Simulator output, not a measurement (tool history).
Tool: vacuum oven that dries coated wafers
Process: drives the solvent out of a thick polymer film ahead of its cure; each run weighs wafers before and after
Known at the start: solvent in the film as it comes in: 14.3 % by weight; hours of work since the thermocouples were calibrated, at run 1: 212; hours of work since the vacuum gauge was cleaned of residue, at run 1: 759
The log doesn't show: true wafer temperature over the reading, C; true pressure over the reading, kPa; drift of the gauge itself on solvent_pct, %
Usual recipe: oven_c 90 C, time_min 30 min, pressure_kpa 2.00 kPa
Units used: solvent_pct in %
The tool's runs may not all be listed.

run   hour  oven_c  time_min  pressure_kpa  hours of work since the thermocouples were calibrated  hours of work since the vacuum gauge was cleaned of residue  solvent_pct
  1    0.0      90        30          2.00                                                    212                                                          759         1.63
  2   13.0      90        30          1.52                                                    219                                                          765         1.44
  3   21.3      90        30          1.52                                                    222                                                          769         1.39
  4   30.7      90        30          1.94                                                    227                                                          774         1.68
  5   46.1      90        30          1.94                                                    234                                                          781         1.71
  6   53.5     104        30          2.00                                                    238                                                          785         0.82
  7   65.3     104        30          2.00                                                    243                                                          790         0.76
  8   79.6     104        30          2.00                                                    250                                                          797         0.71
  9   89.9     104        30          2.00                                                    255                                                          802         0.74
      92.2  -- vacuum gauge cleaned of residue and calibrated
 10  101.6     104        30          2.00                                                    259                                                            4         0.79
 11  108.1      90        30          2.00                                                    263                                                            8         1.71
 12  121.3      81        29          3.73                                                    269                                                           14         3.94
 13  131.0      81        29          3.73                                                    273                                                           18         4.09
 14  139.0      90        30          1.40                                                    277                                                           22         1.47
     149.7  -- vacuum gauge cleaned of residue and calibrated, once more
 15  154.4     102        16          2.00                                                    284                                                            2         1.46
 16  167.6      96        39          2.26                                                    290                                                            8         1.02
 17  174.4      97        15          1.60                                                    293                                                           12         2.08
 18  183.8     103        46          3.28                                                    297                                                           16         1.00
 19  195.4     103        46          3.28                                                    303                                                           21         1.05
 20  209.5     103        46          3.28                                                    309                                                           28         1.10
 21  222.2     103        46          3.28                                                    315                                                           34         1.08
 22  233.4      76        37          3.70                                                    321                                                           39         4.57

Subtracting, for every run, the result it would have given without the tool's unlogged condition from the measured result gives the following. The same run-to-run variation enters both numbers; the gauge's scatter may not:
run  solvent_pct
  1        +0.13
  2        +0.13
  3        +0.12
  4        +0.12
  5        +0.14
  6        +0.07
  7        +0.07
  8        +0.08
  9        +0.08
 10        +0.09
 11        +0.15
 12        +0.22
 13        +0.22
 14        +0.16
 15        +0.02
 16        +0.01
 17        +0.04
 18        +0.01
 19        +0.01
 20        +0.01
 21        +0.02
 22        +0.09

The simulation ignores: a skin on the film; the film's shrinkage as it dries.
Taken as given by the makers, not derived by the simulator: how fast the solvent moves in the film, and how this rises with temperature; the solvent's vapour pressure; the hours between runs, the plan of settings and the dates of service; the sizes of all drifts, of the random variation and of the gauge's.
